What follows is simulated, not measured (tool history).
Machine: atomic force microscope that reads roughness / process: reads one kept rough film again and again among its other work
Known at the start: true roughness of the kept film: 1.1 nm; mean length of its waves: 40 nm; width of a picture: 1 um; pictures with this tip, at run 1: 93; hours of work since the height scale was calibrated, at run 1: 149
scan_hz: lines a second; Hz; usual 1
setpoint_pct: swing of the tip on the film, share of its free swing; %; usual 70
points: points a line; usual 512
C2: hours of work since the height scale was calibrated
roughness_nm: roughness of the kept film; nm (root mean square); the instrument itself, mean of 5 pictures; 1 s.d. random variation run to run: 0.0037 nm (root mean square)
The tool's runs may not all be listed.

{"run": 1, "hour": 0.0, "scan_hz": 1, "setpoint_pct": 70, "points": 512, "pictures with this tip": 93, "C2": 149, "roughness_nm": 1.031}
{"run": 2, "hour": 10.8, "scan_hz": 1, "setpoint_pct": 70, "points": 512, "pictures with this tip": 106, "C2": 156, "roughness_nm": 1.023}
{"run": 3, "hour": 16.8, "scan_hz": 1, "setpoint_pct": 70, "points": 512, "pictures with this tip": 113, "C2": 159, "roughness_nm": 1.024}
{"run": 4, "hour": 24.6, "scan_hz": 1, "setpoint_pct": 70, "points": 512, "pictures with this tip": 123, "C2": 164, "roughness_nm": 1.021}
{"run": 5, "hour": 33.7, "scan_hz": 1, "setpoint_pct": 70, "points": 512, "pictures with this tip": 134, "C2": 170, "roughness_nm": 1.014}
{"hour": 35.8, "done": "height scale calibrated on a step standard"}
{"run": 6, "hour": 46.2, "scan_hz": 1, "setpoint_pct": 70, "points": 512, "pictures with this tip": 148, "C2": 7, "roughness_nm": 1.016}
{"run": 7, "hour": 51.3, "scan_hz": 1, "setpoint_pct": 70, "points": 512, "pictures with this tip": 154, "C2": 10, "roughness_nm": 1.021}
{"run": 8, "hour": 61.3, "scan_hz": 0.53, "setpoint_pct": 70, "points": 512, "pictures with this tip": 166, "C2": 16, "roughness_nm": 1.021}
{"hour": 69.1, "done": "new tip fitted"}
{"run": 9, "hour": 69.6, "scan_hz": 0.53, "setpoint_pct": 70, "points": 391, "pictures with this tip": 1, "C2": 21, "roughness_nm": 1.051}
{"run": 10, "hour": 76.8, "scan_hz": 0.53, "setpoint_pct": 70, "points": 391, "pictures with this tip": 10, "C2": 25, "roughness_nm": 1.054}
{"run": 11, "hour": 82.1, "scan_hz": 0.53, "setpoint_pct": 70, "points": 391, "pictures with this tip": 16, "C2": 29, "roughness_nm": 1.058}
{"run": 12, "hour": 90.5, "scan_hz": 3.31, "setpoint_pct": 70, "points": 530, "pictures with this tip": 26, "C2": 34, "roughness_nm": 0.974}
{"hour": 96.2, "done": "height scale calibrated on a step standard, once more"}
{"run": 13, "hour": 103.0, "scan_hz": 3.16, "setpoint_pct": 57, "points": 297, "pictures with this tip": 40, "C2": 4, "roughness_nm": 1.032}
{"run": 14, "hour": 114.4, "scan_hz": 0.59, "setpoint_pct": 63, "points": 297, "pictures with this tip": 54, "C2": 11, "roughness_nm": 1.049}
{"run": 15, "hour": 122.1, "scan_hz": 0.59, "setpoint_pct": 86, "points": 334, "pictures with this tip": 64, "C2": 16, "roughness_nm": 1.027}

Predict the results of run 16:
{"run": 16, "hour": 132.5, "scan_hz": 0.62, "setpoint_pct": 57, "points": 512, "pictures with this tip": 76, "C2": 23, "roughness_nm": "?"}

Run 16 measured roughness_nm 1.057 nm (root mean square).
Had the tool carried no hidden state, the very same run would have given roughness_nm 1.072 nm (root mean square).
